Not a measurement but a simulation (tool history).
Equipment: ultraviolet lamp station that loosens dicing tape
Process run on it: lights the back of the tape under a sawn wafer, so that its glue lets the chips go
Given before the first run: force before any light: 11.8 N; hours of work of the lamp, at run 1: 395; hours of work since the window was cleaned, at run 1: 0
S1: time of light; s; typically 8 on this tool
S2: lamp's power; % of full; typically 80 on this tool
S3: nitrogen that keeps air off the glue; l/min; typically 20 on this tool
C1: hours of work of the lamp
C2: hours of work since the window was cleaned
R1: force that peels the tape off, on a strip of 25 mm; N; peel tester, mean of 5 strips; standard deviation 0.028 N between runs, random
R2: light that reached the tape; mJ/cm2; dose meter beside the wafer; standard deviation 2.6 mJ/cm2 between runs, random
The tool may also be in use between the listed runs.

run 1 hour=0 | S1=8 S2=80 S3=20 | C1=395 C2=0 | R1=2.138 R2=251
run 2 hour=9.4 | S1=8 S2=84 S3=20 | C1=401 C2=6 | R1=2.004 R2=259
run 3 hour=23.3 | S1=8 S2=98 S3=20 | C1=409 C2=14 | R1=1.526 R2=306
run 4 hour=34.8 | S1=8 S2=80 S3=20 | C1=416 C2=21 | R1=2.174 R2=249
run 5 hour=44.1 | S1=8 S2=80 S3=20 | C1=422 C2=27 | R1=2.285 R2=245
run 6 hour=63.1 | S1=8 S2=80 S3=20 | C1=433 C2=38 | R1=2.296 R2=242
run 7 hour=74.9 | S1=6 S2=80 S3=20 | C1=440 C2=45 | R1=3.484 R2=175
run 8 hour=85.7 | S1=6 S2=80 S3=20 | C1=447 C2=52 | R1=3.625 R2=180
run 9 hour=94.9 | S1=6 S2=80 S3=20 | C1=452 C2=57 | R1=3.531 R2=176
run 10 hour=107.8 | S1=6 S2=80 S3=20 | C1=460 C2=65 | R1=3.467 R2=175
run 11 hour=126.6 | S1=6 S2=80 S3=20 | C1=471 C2=76 | R1=3.707 R2=173
run 12 hour=144.6 | S1=6 S2=80 S3=20 | C1=482 C2=87 | R1=3.711 R2=172
run 13 hour=163.5 | S1=15 S2=80 S3=20 | C1=494 C2=98 | R1=0.738 R2=417
run 14 hour=182.6 | S1=10 S2=87 S3=9 | C1=505 C2=110 | R1=2.699 R2=299
-- hour=184 window cleaned of glue's vapour
run 15 hour=200.9 | S1=10 S2=87 S3=9 | C1=516 C2=10 | R1=2.819 R2=291
run 16 hour=208.9 | S1=10 S2=87 S3=9 | C1=521 C2=15 | R1=2.724 R2=297
run 17 hour=225.2 | S1=15 S2=94 S3=30 | C1=530 C2=25 | R1=0.41 R2=467

Forecast run 18:
run 18 hour=241.4 | S1=15 S2=68 S3=37 | C1=540 C2=35 | R1=? R2=?

R1: 0.777 N
R2: 333 mJ/cm2
On a tool with no hidden condition, and with the same random variation, this run would have come out at R1 0.277 N, R2 507 mJ/cm2.

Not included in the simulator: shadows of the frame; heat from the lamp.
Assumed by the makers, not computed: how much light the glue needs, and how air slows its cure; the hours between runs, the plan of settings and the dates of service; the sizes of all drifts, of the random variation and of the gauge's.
